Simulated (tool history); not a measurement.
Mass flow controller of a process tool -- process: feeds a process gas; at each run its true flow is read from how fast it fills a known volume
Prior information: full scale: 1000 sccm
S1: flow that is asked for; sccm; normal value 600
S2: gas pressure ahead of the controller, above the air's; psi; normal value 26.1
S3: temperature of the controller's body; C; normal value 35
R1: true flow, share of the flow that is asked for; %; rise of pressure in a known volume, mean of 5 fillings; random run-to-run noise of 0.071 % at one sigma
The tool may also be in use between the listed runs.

run,hour,S1,S2,S3,R1
1,0.0,600,26.1,35,100.11
2,513.1,123,26.1,35,99.81
3,1059.4,600,26.1,35,100.24
4,1391.9,600,26.1,35,100.24
5,1726.1,600,26.1,35,100.33
6,2057.9,600,30.3,35,100.54
7,2373.4,600,26.1,35,100.57
8,2872.2,600,35.4,35,101.04
9,3210.9,600,35.4,35,101.21
10,3633.1,534,26.1,35,100.72
11,4060.5,534,26.1,35,100.79
12,4434.0,534,26.1,35,100.88
13,4951.7,534,26.1,35,101.10
14,5290.4,534,26.1,35,101.11
15,5770.7,534,26.1,35,101.16
16,6198.0,534,26.1,35,101.27
# hour 6233.2: controller's zero set anew
17,6541.6,600,26.1,35,101.76
18,6809.2,600,26.1,35,101.87
19,7335.6,689,26.1,35,102.17
20,7739.8,600,31.6,35,102.28
# hour 8234.8: controller's zero set anew, once more
21,8261.3,600,26.1,35,100.88
22,8627.6,600,26.1,35,100.84
23,8879.6,600,26.1,35,101.19
24,9324.7,600,26.1,35,101.07
25,9708.0,600,25.2,35,101.13
26,10124.7,634,40.3,35,101.97
27,10504.0,634,40.3,35,102.00
28,10997.7,634,40.3,35,102.27
29,11472.8,639,24.2,20,100.40
30,11901.3,616,26.1,36,101.79
31,12172.1,156,22.6,37,101.98
32,12738.8,174,26.0,35,102.04
33,13082.4,478,31.6,35,102.02
34,13610.2,478,31.6,35,102.15
35,14071.8,478,31.6,35,102.29
# hour 14342.6: controller exchanged for a calibrated one
36,14450.2,185,33.4,35,99.36
37,14998.3,600,31.5,35,100.22
38,15530.4,164,28.1,21,98.49
39,15989.4,164,28.1,21,98.76
40,16467.6,600,26.1,35,100.36
41,16702.4,806,30.9,27,100.37
42,17143.9,506,28.3,35,100.51
43,17566.8,305,26.1,40,100.72
44,18040.3,218,32.5,25,100.09
45,18412.3,429,25.2,35,100.51
46,18706.7,705,20.9,32,100.54
47,19070.3,248,20.9,32,100.48
48,19542.4,597,31.5,34,101.15
49,19987.5,597,31.5,34,101.32

Difference, measured minus no-hidden-state, one row per run. Run-to-run variation is common to both terms; the gauge's own scatter need not be:
The tool's hidden condition here consists of: flow at rest that the sensor doesn't see, % of full scale; true flow over the shown one, %; drift of the gauge itself on true_pct, %.
run,R1
1,+0.27
2,+1.07
3,+0.50
4,+0.57
5,+0.64
6,+0.72
7,+0.78
8,+0.89
9,+0.97
10,+1.13
11,+1.24
12,+1.33
13,+1.45
14,+1.51
15,+1.62
16,+1.72
17,+2.10
18,+2.17
19,+2.13
20,+2.37
21,+1.15
22,+1.24
23,+1.29
24,+1.39
25,+1.47
26,+1.55
27,+1.63
28,+1.73
29,+1.84
30,+1.95
31,+3.26
32,+3.36
33,+2.35
34,+2.48
35,+2.60
36,+0.35
37,+0.35
38,+0.91
39,+1.15
40,+0.67
41,+0.65
42,+0.89
43,+1.28
44,+1.78
45,+1.29
46,+1.09
47,+2.01
48,+1.34
49,+1.45

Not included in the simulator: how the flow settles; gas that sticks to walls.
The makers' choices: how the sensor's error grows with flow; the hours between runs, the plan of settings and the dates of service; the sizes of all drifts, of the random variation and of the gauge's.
